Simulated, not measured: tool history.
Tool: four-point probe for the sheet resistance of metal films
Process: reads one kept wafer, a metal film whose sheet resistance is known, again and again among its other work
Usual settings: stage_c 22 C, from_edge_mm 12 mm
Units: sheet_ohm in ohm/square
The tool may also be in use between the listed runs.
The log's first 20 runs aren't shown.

Run 21, hour 618.2: usual settings but stage_c 20 C, from_edge_mm 46 mm. Result: sheet_ohm 0.322156 ohm/square.
Run 22, hour 658.2: usual settings but stage_c 23 C, from_edge_mm 6 mm. Result: sheet_ohm 0.325968 ohm/square.
Run 23, hour 686.1: usual settings but stage_c 33 C, from_edge_mm 14 mm. Result: sheet_ohm 0.319803 ohm/square.
Run 24, hour 727.9: usual settings but stage_c 30 C, from_edge_mm 67 mm. Result: sheet_ohm 0.319606 ohm/square.
Run 25, hour 750.4: usual settings but stage_c 26 C, from_edge_mm 3 mm. Result: sheet_ohm 0.338554 ohm/square.
Run 26, hour 777.9: usual settings but stage_c 24 C, from_edge_mm 3 mm. Result: sheet_ohm 0.338988 ohm/square.
Run 27, hour 802.4: usual settings but stage_c 30 C, from_edge_mm 36 mm. Result: sheet_ohm 0.319663 ohm/square.
Run 28, hour 824.5: usual settings but stage_c 32 C, from_edge_mm 10 mm. Result: sheet_ohm 0.320844 ohm/square.
Run 29, hour 862.1: usual settings but stage_c 19 C, from_edge_mm 13 mm. Result: sheet_ohm 0.323206 ohm/square.
Run 30, hour 897: usual settings but stage_c 19 C, from_edge_mm 13 mm. Result: sheet_ohm 0.323247 ohm/square.
Run 31, hour 938: usual settings but stage_c 19 C, from_edge_mm 13 mm. Result: sheet_ohm 0.323046 ohm/square.
Run 32, hour 969.9: usual settings but stage_c 18 C, from_edge_mm 14 mm. Result: sheet_ohm 0.323304 ohm/square.
Run 33, hour 992.4: usual settings but stage_c 18 C, from_edge_mm 14 mm. Result: sheet_ohm 0.323117 ohm/square.
Run 34, hour 1032.1: usual settings but stage_c 24 C, from_edge_mm 72 mm. Result: sheet_ohm 0.320866 ohm/square.
Run 35, hour 1053.4: usual settings but stage_c 24 C, from_edge_mm 72 mm. Result: sheet_ohm 0.32089 ohm/square.

5 ways to go on from here, each from the tool as it stands after run 35. What would each give?
Run A, hour 1082.3: usual settings but from_edge_mm 16 mm. Result: sheet_ohm ?.
Run B, hour 1082.3: usual settings but stage_c 31 C, from_edge_mm 40 mm. Result: sheet_ohm ?.
Run C, hour 1082.3: usual settings but stage_c 29 C, from_edge_mm 54 mm. Result: sheet_ohm ?.
Run D, hour 1082.3: usual settings but stage_c 33 C, from_edge_mm 7 mm. Result: sheet_ohm ?.
Run E, hour 1082.3: usual settings but stage_c 20 C, from_edge_mm 11 mm. Result: sheet_ohm ?.

run  sheet_ohm
  A   0.322004
  B    0.31926
  C   0.319693
  D   0.322013
  E   0.323211
Without the tool's hidden state the same runs would have given:
run  sheet_ohm
  A   0.323276
  B   0.320526
  C    0.32096
  D    0.32329
  E   0.324486
